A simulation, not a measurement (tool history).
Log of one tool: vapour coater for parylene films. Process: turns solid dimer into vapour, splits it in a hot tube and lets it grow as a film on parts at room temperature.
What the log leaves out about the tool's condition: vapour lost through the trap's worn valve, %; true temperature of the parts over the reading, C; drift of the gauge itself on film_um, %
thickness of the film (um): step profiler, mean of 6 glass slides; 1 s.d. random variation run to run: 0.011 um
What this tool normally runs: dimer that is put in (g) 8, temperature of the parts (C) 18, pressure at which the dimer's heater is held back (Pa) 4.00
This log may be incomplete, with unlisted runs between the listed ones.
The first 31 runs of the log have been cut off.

run    hour  dimer that is put in (g)  temperature of the parts (C)  pressure at which the dimer's heater is held back (Pa)  hours of work since the trap's valve was overhauled  hours of work since the table's thermometer was calibrated  thickness of the film (um)
 32   997.8                         8                            30                                                    5.67                                                   23                                                         790                        0.99
 33  1039.8                         5                            14                                                    2.42                                                   59                                                         826                        0.95
 34  1061.8                         5                            14                                                    2.42                                                   78                                                         844                        0.92
 35  1080.3                         5                            14                                                    2.42                                                   94                                                         860                        0.94
 36  1106.2                         4                            18                                                    4.00                                                  116                                                         883                        0.65
 37  1141.0                         4                            18                                                    4.00                                                  146                                                         912                        0.65
 38  1184.5                         8                            10                                                    8.26                                                  183                                                         950                        1.45
 39  1203.7                         4                            12                                                    4.19                                                  200                                                         966                        0.75
 40  1248.8                         3                            27                                                    2.58                                                  238                                                        1005                        0.40
 41  1273.1                         3                            27                                                    2.58                                                  259                                                        1026                        0.40
 42  1300.1                         3                            27                                                    2.58                                                  282                                                        1049                        0.39
 43  1341.9                         5                            26                                                    4.00                                                  318                                                        1084                        0.64
 44  1382.2                         5                            26                                                    2.35                                                  353                                                        1119                        0.69
     1411.4  -- trap's valve overhauled
 45  1426.0                         8                            28                                                    8.87                                                   13                                                        1153                        0.99
 46  1461.3                         3                            17                                                    8.87                                                   43                                                        1183                        0.47

Predict each of these 3 candidate next runs independently; none follows another, all start after run 46:
  A  1483.0                         5                            18                                                    4.00                                                   61                                                        1202                           ?
  B  1483.0                         3                            17                                                    3.78                                                   61                                                        1202                           ?
  C  1483.0                         8                            18                                                    5.66                                                   61                                                        1202                           ?

run  thickness of the film (um)
  A                        0.82
  B                        0.52
  C                        1.30
With no hidden state in the tool, these same runs would have given:
run  thickness of the film (um)
  A                        0.82
  B                        0.52
  C                        1.30

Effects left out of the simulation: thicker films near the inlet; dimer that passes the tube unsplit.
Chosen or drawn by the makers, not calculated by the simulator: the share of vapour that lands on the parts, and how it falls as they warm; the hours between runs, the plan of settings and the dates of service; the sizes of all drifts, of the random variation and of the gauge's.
